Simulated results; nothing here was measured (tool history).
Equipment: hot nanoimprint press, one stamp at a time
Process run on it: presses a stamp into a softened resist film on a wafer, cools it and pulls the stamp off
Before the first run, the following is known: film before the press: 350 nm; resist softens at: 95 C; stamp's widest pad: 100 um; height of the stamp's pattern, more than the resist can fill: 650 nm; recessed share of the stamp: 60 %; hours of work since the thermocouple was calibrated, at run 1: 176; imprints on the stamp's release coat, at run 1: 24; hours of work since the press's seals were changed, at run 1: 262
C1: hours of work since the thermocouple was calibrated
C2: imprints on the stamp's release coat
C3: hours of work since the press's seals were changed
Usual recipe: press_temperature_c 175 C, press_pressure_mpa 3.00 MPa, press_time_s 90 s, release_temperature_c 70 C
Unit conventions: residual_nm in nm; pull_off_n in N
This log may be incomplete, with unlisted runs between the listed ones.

{"run": 1, "day": 0.0, "press_temperature_c": 175, "press_pressure_mpa": 3.0, "press_time_s": 90, "release_temperature_c": 70, "C1": 176, "C2": 24, "C3": 262, "residual_nm": 145.7, "pull_off_n": 132}
{"run": 2, "day": 1.575, "press_temperature_c": 175, "press_pressure_mpa": 3.0, "press_time_s": 90, "release_temperature_c": 73, "C1": 196, "C2": 118, "C3": 283, "residual_nm": 144.2, "pull_off_n": 124}
{"run": 3, "day": 3.104, "press_temperature_c": 175, "press_pressure_mpa": 3.0, "press_time_s": 90, "release_temperature_c": 73, "C1": 217, "C2": 210, "C3": 303, "residual_nm": 144.4, "pull_off_n": 131}
{"run": 4, "day": 4.133, "press_temperature_c": 175, "press_pressure_mpa": 4.6, "press_time_s": 90, "release_temperature_c": 73, "C1": 230, "C2": 272, "C3": 316, "residual_nm": 118.5, "pull_off_n": 133}
{"run": 5, "day": 5.392, "press_temperature_c": 175, "press_pressure_mpa": 4.6, "press_time_s": 90, "release_temperature_c": 73, "C1": 247, "C2": 347, "C3": 333, "residual_nm": 119.3, "pull_off_n": 135}
{"run": 6, "day": 6.979, "press_temperature_c": 175, "press_pressure_mpa": 4.6, "press_time_s": 90, "release_temperature_c": 73, "C1": 268, "C2": 442, "C3": 354, "residual_nm": 118.1, "pull_off_n": 138}
{"day": 8.638, "done": "stamp cleaned and given a new release coat"}
{"run": 7, "day": 8.667, "press_temperature_c": 175, "press_pressure_mpa": 4.6, "press_time_s": 90, "release_temperature_c": 73, "C1": 287, "C2": 1, "C3": 373, "residual_nm": 119.2, "pull_off_n": 119}
{"run": 8, "day": 9.579, "press_temperature_c": 175, "press_pressure_mpa": 4.6, "press_time_s": 90, "release_temperature_c": 73, "C1": 299, "C2": 56, "C3": 385, "residual_nm": 118.7, "pull_off_n": 119}
{"run": 9, "day": 11.146, "press_temperature_c": 175, "press_pressure_mpa": 4.6, "press_time_s": 90, "release_temperature_c": 73, "C1": 319, "C2": 150, "C3": 406, "residual_nm": 118.8, "pull_off_n": 124}
{"run": 10, "day": 12.058, "press_temperature_c": 175, "press_pressure_mpa": 4.6, "press_time_s": 90, "release_temperature_c": 73, "C1": 331, "C2": 205, "C3": 418, "residual_nm": 118.0, "pull_off_n": 122}
{"run": 11, "day": 12.967, "press_temperature_c": 175, "press_pressure_mpa": 3.0, "press_time_s": 90, "release_temperature_c": 70, "C1": 343, "C2": 259, "C3": 430, "residual_nm": 144.5, "pull_off_n": 135}
{"run": 12, "day": 13.796, "press_temperature_c": 175, "press_pressure_mpa": 3.0, "press_time_s": 90, "release_temperature_c": 70, "C1": 354, "C2": 309, "C3": 441, "residual_nm": 144.9, "pull_off_n": 140}
{"day": 14.867, "done": "plate thermocouple calibrated"}
{"run": 13, "day": 15.15, "press_temperature_c": 171, "press_pressure_mpa": 3.0, "press_time_s": 90, "release_temperature_c": 70, "C1": 4, "C2": 382, "C3": 457, "residual_nm": 166.8, "pull_off_n": 141}
{"run": 14, "day": 16.317, "press_temperature_c": 171, "press_pressure_mpa": 3.0, "press_time_s": 90, "release_temperature_c": 70, "C1": 19, "C2": 452, "C3": 472, "residual_nm": 166.0, "pull_off_n": 145}
{"day": 17.808, "done": "stamp cleaned and given a new release coat"}
{"run": 15, "day": 17.979, "press_temperature_c": 171, "press_pressure_mpa": 3.0, "press_time_s": 90, "release_temperature_c": 70, "C1": 38, "C2": 10, "C3": 491, "residual_nm": 165.7, "pull_off_n": 123}
{"day": 19.421, "done": "press's hydraulic seals changed and the load cell set to zero"}
{"run": 16, "day": 19.867, "press_temperature_c": 171, "press_pressure_mpa": 3.0, "press_time_s": 90, "release_temperature_c": 70, "C1": 58, "C2": 103, "C3": 6, "residual_nm": 163.5, "pull_off_n": 135}
{"run": 17, "day": 20.996, "press_temperature_c": 172, "press_pressure_mpa": 3.0, "press_time_s": 83, "release_temperature_c": 70, "C1": 73, "C2": 171, "C3": 21, "residual_nm": 162.8, "pull_off_n": 133}
{"run": 18, "day": 22.146, "press_temperature_c": 172, "press_pressure_mpa": 2.1, "press_time_s": 83, "release_temperature_c": 77, "C1": 88, "C2": 239, "C3": 36, "residual_nm": 188.6, "pull_off_n": 118}
{"run": 19, "day": 23.146, "press_temperature_c": 166, "press_pressure_mpa": 3.55, "press_time_s": 90, "release_temperature_c": 70, "C1": 102, "C2": 299, "C3": 49, "residual_nm": 179.9, "pull_off_n": 141}
{"run": 20, "day": 24.767, "press_temperature_c": 183, "press_pressure_mpa": 3.94, "press_time_s": 172, "release_temperature_c": 70, "C1": 123, "C2": 396, "C3": 71, "residual_nm": 72.0, "pull_off_n": 145}
{"run": 21, "day": 26.1, "press_temperature_c": 165, "press_pressure_mpa": 3.46, "press_time_s": 52, "release_temperature_c": 58, "C1": 140, "C2": 476, "C3": 88, "residual_nm": 223.8, "pull_off_n": 176}
{"day": 27.225, "done": "stamp cleaned and given a new release coat"}
{"run": 22, "day": 28.05, "press_temperature_c": 173, "press_pressure_mpa": 3.94, "press_time_s": 75, "release_temperature_c": 71, "C1": 163, "C2": 49, "C3": 111, "residual_nm": 146.4, "pull_off_n": 123}
{"run": 23, "day": 29.796, "press_temperature_c": 168, "press_pressure_mpa": 3.75, "press_time_s": 75, "release_temperature_c": 71, "C1": 186, "C2": 154, "C3": 134, "residual_nm": 174.2, "pull_off_n": 128}
{"run": 24, "day": 31.225, "press_temperature_c": 163, "press_pressure_mpa": 3.0, "press_time_s": 90, "release_temperature_c": 70, "C1": 205, "C2": 239, "C3": 152, "residual_nm": 211.6, "pull_off_n": 132}
{"run": 25, "day": 32.575, "press_temperature_c": 163, "press_pressure_mpa": 3.44, "press_time_s": 81, "release_temperature_c": 72, "C1": 223, "C2": 320, "C3": 170, "residual_nm": 207.2, "pull_off_n": 135}
{"run": 26, "day": 33.817, "press_temperature_c": 163, "press_pressure_mpa": 3.44, "press_time_s": 81, "release_temperature_c": 72, "C1": 239, "C2": 395, "C3": 187, "residual_nm": 207.6, "pull_off_n": 136}
{"run": 27, "day": 34.788, "press_temperature_c": 163, "press_pressure_mpa": 3.44, "press_time_s": 81, "release_temperature_c": 72, "C1": 252, "C2": 453, "C3": 199, "residual_nm": 208.0, "pull_off_n": 137}
{"day": 36.188, "done": "stamp cleaned and given a new release coat"}
{"run": 28, "day": 36.996, "press_temperature_c": 163, "press_pressure_mpa": 3.44, "press_time_s": 81, "release_temperature_c": 72, "C1": 278, "C2": 48, "C3": 225, "residual_nm": 206.5, "pull_off_n": 124}
{"run": 29, "day": 38.792, "press_temperature_c": 175, "press_pressure_mpa": 3.0, "press_time_s": 90, "release_temperature_c": 68, "C1": 301, "C2": 156, "C3": 249, "residual_nm": 140.6, "pull_off_n": 135}

Per-run results on a tool with no hidden state, each run keeping its own random variation:
The hidden state here: true temperature over the reading, C; pressure that arrives at the usual setting, %; grip of the stamp's worn release coat, % over a new coat's; drift of the gauge itself on residual_nm, %; drift of the gauge itself on pull_off_n, %.
run=1 residual_nm=145.0 pull_off_n=132
run=2 residual_nm=143.7 pull_off_n=120
run=3 residual_nm=143.9 pull_off_n=123
run=4 residual_nm=117.5 pull_off_n=123
run=5 residual_nm=118.4 pull_off_n=122
run=6 residual_nm=117.2 pull_off_n=122
run=7 residual_nm=118.3 pull_off_n=120
run=8 residual_nm=117.8 pull_off_n=118
run=9 residual_nm=118.0 pull_off_n=120
run=10 residual_nm=117.2 pull_off_n=116
run=11 residual_nm=144.7 pull_off_n=125
run=12 residual_nm=145.1 pull_off_n=129
run=13 residual_nm=165.9 pull_off_n=126
run=14 residual_nm=165.2 pull_off_n=127
run=15 residual_nm=165.0 pull_off_n=123
run=16 residual_nm=165.1 pull_off_n=132
run=17 residual_nm=164.5 pull_off_n=127
run=18 residual_nm=190.5 pull_off_n=111
run=19 residual_nm=182.0 pull_off_n=130
run=20 residual_nm=72.7 pull_off_n=130
run=21 residual_nm=226.2 pull_off_n=154
run=22 residual_nm=148.2 pull_off_n=122
run=23 residual_nm=176.5 pull_off_n=124
run=24 residual_nm=214.7 pull_off_n=124
run=25 residual_nm=210.3 pull_off_n=124
run=26 residual_nm=210.8 pull_off_n=123
run=27 residual_nm=211.3 pull_off_n=122
run=28 residual_nm=210.0 pull_off_n=124
run=29 residual_nm=143.1 pull_off_n=131
